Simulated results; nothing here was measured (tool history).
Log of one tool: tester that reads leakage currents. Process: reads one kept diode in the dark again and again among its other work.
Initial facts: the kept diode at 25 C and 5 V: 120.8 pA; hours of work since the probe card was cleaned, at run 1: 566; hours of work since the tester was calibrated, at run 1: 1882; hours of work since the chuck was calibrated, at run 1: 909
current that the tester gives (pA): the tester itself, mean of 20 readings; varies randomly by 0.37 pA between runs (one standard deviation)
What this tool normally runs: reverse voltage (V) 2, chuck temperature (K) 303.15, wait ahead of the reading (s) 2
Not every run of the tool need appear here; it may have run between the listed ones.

run    hour  reverse voltage (V)  chuck temperature (K)  wait ahead of the reading (s)  hours of work since the probe card was cleaned  hours of work since the tester was calibrated  hours of work since the chuck was calibrated  current that the tester gives (pA)
  1       0                    2                 303.15                              2                                             566                                           1882                                           909                              133.12
  2    97.3                    2                 303.15                           2.92                                             619                                           1935                                           961                              133.09
  3   185.8                    2                 303.15                           2.92                                             666                                           1983                                          1009                              133.28
  4   304.9                    2                 303.15                           2.92                                             731                                           2047                                          1073                                 134
  5     405                    2                 303.15                              2                                             785                                           2101                                          1128                              135.23
  6   511.2                    2                 303.15                              2                                             842                                           2159                                          1185                              135.23
  7   634.1                 1.06                 303.15                              2                                             909                                           2225                                          1252                              101.35
  8   740.1                    2                 303.15                              2                                             966                                           2283                                          1309                               136.9
  9   829.4                15.61                 320.15                              2                                            1015                                           2331                                          1357                              1369.7
 10   922.7                15.61                 320.15                              2                                            1065                                           2381                                          1408                              1377.1
 11  1026.5                15.61                 320.15                              2                                            1121                                           2438                                          1464                             1374.81
 12  1084.2                    2                 305.15                           4.79                                            1152                                           2469                                          1495                              164.25
 13  1199.9                  1.5                 294.15                           2.28                                            1215                                           2531                                          1558                               56.95
 14  1298.5                  1.5                 294.15                           2.28                                            1268                                           2585                                          1611                               57.43
 15  1374.4                 2.16                 312.15                              2                                            1309                                           2626                                          1652                              301.76
 16    1473                 1.55                 303.15                           1.44                                            1363                                           2679                                          1705                              126.38

5 ways to go on from here, each from the tool as it stands after run 16. What would each give?
  A  1551                  2.6                 314.15                           1.18                                            1405                                           2721                                          1748                                   ?
  B  1551                    2                 294.15                              2                                            1405                                           2721                                          1748                                   ?
  C  1551                 6.52                 303.15                              2                                            1405                                           2721                                          1748                                   ?
  D  1551                    2                 303.15                           1.44                                            1405                                           2721                                          1748                                   ?
  E  1551                19.66                 332.15                           1.44                                            1405                                           2721                                          1748                                   ?

run  current that the tester gives (pA)
  A                              387.49
  B                               66.32
  C                              247.43
  D                              142.52
  E                             3722.84
Without the tool's hidden state the same runs would have given:
run  current that the tester gives (pA)
  A                              335.29
  B                               55.65
  C                                 210
  D                               121.6
  E                             3273.53

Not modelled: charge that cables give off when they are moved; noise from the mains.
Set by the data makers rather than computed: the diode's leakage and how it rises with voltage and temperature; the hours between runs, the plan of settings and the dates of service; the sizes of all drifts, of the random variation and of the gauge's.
